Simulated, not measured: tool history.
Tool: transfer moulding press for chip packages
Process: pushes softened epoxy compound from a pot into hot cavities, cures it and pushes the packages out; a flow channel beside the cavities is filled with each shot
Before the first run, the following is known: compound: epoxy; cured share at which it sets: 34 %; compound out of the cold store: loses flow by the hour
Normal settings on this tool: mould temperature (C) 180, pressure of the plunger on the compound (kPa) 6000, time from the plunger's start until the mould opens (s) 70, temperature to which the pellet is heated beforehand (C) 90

| run | day | mould temperature (C) | pressure of the plunger on the compound (kPa) | time from the plunger's start until the mould opens (s) | temperature to which the pellet is heated beforehand (C) | incoming compound's hours out of the cold store | length that the compound runs in the flow channel (mm) | greatest force on the pins that push the packages out (N) |
|---|---|---|---|---|---|---|---|---|
| 1 | 0 | 180 | 6000 | 70 | 90 | 37.7 | 662 | 257 |
|  | 1.592 | cavities cleaned with cleaning compound and waxed |
|  | 3.112 | cavities cleaned with cleaning compound and waxed |
|  | 4.075 | plunger's sealing rings changed |
| 2 | 4.075 | 180 | 6000 | 100 | 90 | 31.8 | 695 | 330 |
|  | 4.617 | cavities cleaned with cleaning compound and waxed |
|  | 6.121 | cavities cleaned with cleaning compound and waxed |
| 3 | 7.229 | 180 | 6000 | 100 | 90 | 24.2 | 715 | 344 |
|  | 7.525 | cavities cleaned with cleaning compound and waxed |
|  | 9.046 | cavities cleaned with cleaning compound and waxed |
|  | 10.458 | cavities cleaned with cleaning compound and waxed |
| 4 | 10.458 | 181 | 6000 | 70 | 90 | 37.6 | 653 | 252 |
|  | 12.054 | cavities cleaned with cleaning compound and waxed |
| 5 | 12.888 | 180 | 6000 | 70 | 90 | 18.9 | 713 | 380 |
|  | 13.558 | cavities cleaned with cleaning compound and waxed |
|  | 14.088 | plunger's sealing rings changed |
| 6 | 14.721 | 180 | 6000 | 70 | 90 | 26.7 | 712 | 389 |
|  | 15.2 | cavities cleaned with cleaning compound and waxed |
|  | 16.671 | cavities cleaned with cleaning compound and waxed |
| 7 | 17.283 | 180 | 6000 | 70 | 90 | 35 | 675 | 330 |
|  | 18.158 | cavities cleaned with cleaning compound and waxed |
| 8 | 19.304 | 180 | 6000 | 70 | 90 | 15 | 729 | 416 |
|  | 19.683 | cavities cleaned with cleaning compound and waxed |
|  | 21.1 | cavities cleaned with cleaning compound and waxed |
| 9 | 21.833 | 180 | 6000 | 70 | 90 | 18.6 | 714 | 370 |
|  | 22.175 | mould's thermocouples calibrated |
|  | 22.692 | cavities cleaned with cleaning compound and waxed |
| 10 | 23.596 | 180 | 6000 | 70 | 90 | 13.6 | 717 | 373 |
|  | 24.004 | plunger's sealing rings changed |
|  | 24.3 | cavities cleaned with cleaning compound and waxed |
|  | 25.796 | cavities cleaned with cleaning compound and waxed |
|  | 27.329 | cavities cleaned with cleaning compound and waxed |
| 11 | 27.554 | 180 | 6000 | 70 | 90 | 41.2 | 656 | 288 |

The next listed run, before its measurement:
|  | 28.879 | cavities cleaned with cleaning compound and waxed |
|  | 30.288 | cavities cleaned with cleaning compound and waxed |
| 12 | 31.067 | 180 | 6000 | 70 | 96 | 33.5 | ? | ? |

{"run 12": {"length that the compound runs in the flow channel (mm)": 664, "greatest force on the pins that push the packages out (N)": 367}}
Minus the tool's unlogged condition, the same run would have read length that the compound runs in the flow channel (mm) 692, greatest force on the pins that push the packages out (N) 261.
